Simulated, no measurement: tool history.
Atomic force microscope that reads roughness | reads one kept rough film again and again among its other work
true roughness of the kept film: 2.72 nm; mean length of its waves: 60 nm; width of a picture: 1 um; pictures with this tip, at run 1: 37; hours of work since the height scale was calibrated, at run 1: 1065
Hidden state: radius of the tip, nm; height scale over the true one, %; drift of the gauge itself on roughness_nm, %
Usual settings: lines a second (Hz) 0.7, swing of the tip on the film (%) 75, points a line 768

run	hour	lines a second (Hz)	swing of the tip on the film (%)	points a line	pictures with this tip	hours of work since the height scale was calibrated	roughness of the kept film (nm (root mean square))
1	0	0.7	75	768	37	1065	2.547
2	50.6	0.7	75	768	92	1086	2.526
3	119.1	0.7	75	768	167	1114	2.482
4	187.3	0.7	75	768	242	1142	2.466
5	237	0.7	75	334	296	1163	2.427
6	273.5	0.7	75	334	336	1178	2.414
# hour 277.9: new tip fitted
7	334.5	0.7	75	334	62	1203	2.543
8	386.5	0.7	75	334	118	1225	2.503
9	455	0.7	75	768	193	1253	2.465
10	512.6	0.7	75	768	256	1277	2.437
11	556.2	0.7	75	768	304	1295	2.447
# hour 591.6: new tip fitted
12	610.3	0.7	75	768	21	1317	2.564
13	660.4	0.7	75	297	76	1338	2.522
14	715.9	0.7	75	297	137	1361	2.49
# hour 721.6: height scale calibrated on a step standard
15	769.3	0.7	75	297	194	20	2.474
16	807.4	0.7	75	297	236	36	2.445
17	856.2	0.7	75	297	289	56	2.434
18	889.4	0.7	75	768	326	70	2.415
# hour 904.2: new tip fitted
19	929.5	0.7	75	768	28	86	2.571
20	968.8	0.7	75	768	71	102	2.546
21	1025.6	0.7	75	768	133	126	2.514
# hour 1057: height scale calibrated on a step standard, once more
22	1070.7	2.013	75	768	181	6	2.287
23	1112.7	0.7	75	768	227	23	2.422
24	1142.4	0.7	75	768	260	35	2.411
25	1205	0.7	75	709	328	61	2.385
# hour 1218.6: new tip fitted
26	1268.9	0.7	75	709	55	88	2.498
27	1336.8	2.049	58	871	129	116	2.466
28	1377.6	1.27	74	871	174	133	2.371
29	1427.2	0.588	75	263	228	153	2.431
30	1466.3	0.588	75	263	271	169	2.403
31	1511.2	0.588	57	558	320	188	2.466
# hour 1529.4: new tip fitted
32	1575.8	0.588	65	874	50	214	2.576
33	1634.7	0.588	70	874	115	239	2.522
34	1666.4	3.171	56	874	150	252	2.445
35	1719.8	2.709	60	271	208	274	2.389
36	1769	2.709	60	271	262	294	2.349
37	1832.8	3.107	75	549	332	321	2.099
# hour 1841: new tip fitted
38	1883.3	3.107	75	549	47	342	2.214
39	1941.5	3.107	75	549	110	366	2.185
40	1988.1	0.516	75	407	161	385	2.474
41	2034.8	0.7	55	768	212	404	2.501
42	2068.1	0.7	55	768	249	418	2.48
43	2129.3	0.7	55	768	316	443	2.46
# hour 2151.5: new tip fitted
44	2182.3	0.538	79	352	33	465	2.506
45	2234.9	0.538	84	495	91	487	2.478
46	2292.9	0.7	75	392	155	511	2.475
47	2321.6	0.7	75	392	186	523	2.459
48	2387.9	0.7	75	392	258	550	2.412
49	2431.7	0.618	71	555	307	569	2.411
# hour 2465: new tip fitted
50	2494.5	0.618	71	555	33	594	2.544
51	2560.4	3.249	59	340	105	622	2.408

Forecast each of these 3 alternatives for the next run:
A	2593.2	0.7	75	554	141	635	?
B	2593.2	1.621	75	686	141	635	?
C	2593.2	0.766	62	375	141	635	?

run	roughness of the kept film (nm (root mean square))
A	2.453
B	2.361
C	2.52
Without the tool's hidden state the same runs would have given:
run	roughness of the kept film (nm (root mean square))
A	2.513
B	2.419
C	2.582
